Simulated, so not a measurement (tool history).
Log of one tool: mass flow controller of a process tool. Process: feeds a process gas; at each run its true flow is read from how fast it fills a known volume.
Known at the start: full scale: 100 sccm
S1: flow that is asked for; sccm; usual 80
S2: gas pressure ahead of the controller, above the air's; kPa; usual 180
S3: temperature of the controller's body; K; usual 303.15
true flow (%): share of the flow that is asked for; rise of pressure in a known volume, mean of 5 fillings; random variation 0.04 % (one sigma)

run 1 hour=0 | S1=80 S2=180 S3=303.15 | true_flow_(%)=99.49
run 2 hour=152.2 | S1=38 S2=180 S3=303.15 | true_flow_(%)=98.82
run 3 hour=330.2 | S1=80 S2=169 S3=303.15 | true_flow_(%)=99.42
run 4 hour=525.9 | S1=80 S2=169 S3=303.15 | true_flow_(%)=99.43
run 5 hour=686.2 | S1=80 S2=169 S3=303.15 | true_flow_(%)=99.5
run 6 hour=848.6 | S1=80 S2=169 S3=303.15 | true_flow_(%)=99.49
run 7 hour=959.4 | S1=80 S2=180 S3=311.15 | true_flow_(%)=99.81
run 8 hour=1094.9 | S1=80 S2=180 S3=311.15 | true_flow_(%)=99.93
run 9 hour=1224.9 | S1=80 S2=156 S3=303.15 | true_flow_(%)=99.38
run 10 hour=1408.1 | S1=80 S2=156 S3=303.15 | true_flow_(%)=99.42
run 11 hour=1559.9 | S1=80 S2=156 S3=303.15 | true_flow_(%)=99.38
run 12 hour=1694.7 | S1=80 S2=156 S3=303.15 | true_flow_(%)=99.45
run 13 hour=1872.9 | S1=80 S2=156 S3=303.15 | true_flow_(%)=99.4
run 14 hour=2028.3 | S1=80 S2=156 S3=303.15 | true_flow_(%)=99.39
run 15 hour=2137.6 | S1=80 S2=156 S3=303.15 | true_flow_(%)=99.4
run 16 hour=2343.7 | S1=80 S2=180 S3=303.15 | true_flow_(%)=99.58
run 17 hour=2460.4 | S1=80 S2=180 S3=303.15 | true_flow_(%)=99.49
run 18 hour=2662.7 | S1=80 S2=180 S3=303.15 | true_flow_(%)=99.57
run 19 hour=2786.4 | S1=80 S2=180 S3=303.15 | true_flow_(%)=99.6
run 20 hour=2987.2 | S1=83 S2=180 S3=303.15 | true_flow_(%)=99.56
run 21 hour=3132.1 | S1=83 S2=180 S3=303.15 | true_flow_(%)=99.73
-- hour=3142.6 controller's zero set anew
run 22 hour=3255.5 | S1=83 S2=180 S3=303.15 | true_flow_(%)=99.85
run 23 hour=3361.9 | S1=80 S2=195 S3=303.15 | true_flow_(%)=99.98
run 24 hour=3564.1 | S1=80 S2=195 S3=303.15 | true_flow_(%)=99.93
run 25 hour=3759.4 | S1=10 S2=219 S3=312.15 | true_flow_(%)=104.65
-- hour=3887.4 controller's zero set anew, once more
run 26 hour=3946.8 | S1=10 S2=185 S3=299.15 | true_flow_(%)=97.35
run 27 hour=4127.7 | S1=66 S2=254 S3=298.15 | true_flow_(%)=98.93
run 28 hour=4244.9 | S1=66 S2=254 S3=298.15 | true_flow_(%)=98.88
run 29 hour=4339.4 | S1=52 S2=254 S3=298.15 | true_flow_(%)=98.59
run 30 hour=4505.9 | S1=15 S2=164 S3=310.15 | true_flow_(%)=97.79
run 31 hour=4650.4 | S1=41 S2=180 S3=302.15 | true_flow_(%)=98.04
run 32 hour=4819.7 | S1=80 S2=180 S3=305.15 | true_flow_(%)=99.06
run 33 hour=5006.2 | S1=26 S2=150 S3=303.15 | true_flow_(%)=97.63
run 34 hour=5145.9 | S1=26 S2=150 S3=303.15 | true_flow_(%)=97.58
run 35 hour=5307.3 | S1=80 S2=160 S3=303.15 | true_flow_(%)=98.96
run 36 hour=5404.1 | S1=80 S2=160 S3=303.15 | true_flow_(%)=98.93
run 37 hour=5490.8 | S1=80 S2=244 S3=303.15 | true_flow_(%)=99.45
run 38 hour=5668.1 | S1=80 S2=180 S3=295.15 | true_flow_(%)=98.67
run 39 hour=5878.5 | S1=82 S2=213 S3=297.15 | true_flow_(%)=99.06
run 40 hour=6034.7 | S1=82 S2=213 S3=297.15 | true_flow_(%)=98.99
run 41 hour=6177.2 | S1=12 S2=180 S3=297.15 | true_flow_(%)=98.03
run 42 hour=6291.5 | S1=19 S2=234 S3=303.15 | true_flow_(%)=98.35
run 43 hour=6480.8 | S1=14 S2=144 S3=303.15 | true_flow_(%)=97.99
run 44 hour=6617.4 | S1=14 S2=144 S3=303.15 | true_flow_(%)=97.98
run 45 hour=6733.1 | S1=14 S2=144 S3=305.15 | true_flow_(%)=98.12
run 46 hour=6842.2 | S1=61 S2=196 S3=293.15 | true_flow_(%)=98.32
run 47 hour=7040.2 | S1=15 S2=187 S3=297.15 | true_flow_(%)=98.07

3 ways to go on from here, each from the tool as it stands after run 47. What would each give?
run A hour=7143.2 | S1=53 S2=263 S3=303.15 | true_flow_(%)=?
run B hour=7143.2 | S1=13 S2=180 S3=295.15 | true_flow_(%)=?
run C hour=7143.2 | S1=97 S2=180 S3=297.15 | true_flow_(%)=?

run=A true_flow_(%)=99.02
run=B true_flow_(%)=98.14
run=C true_flow_(%)=99.25
Without the tool's hidden state the same runs would have given:
run=A true_flow_(%)=99.41
run=B true_flow_(%)=97.44
run=C true_flow_(%)=99.79
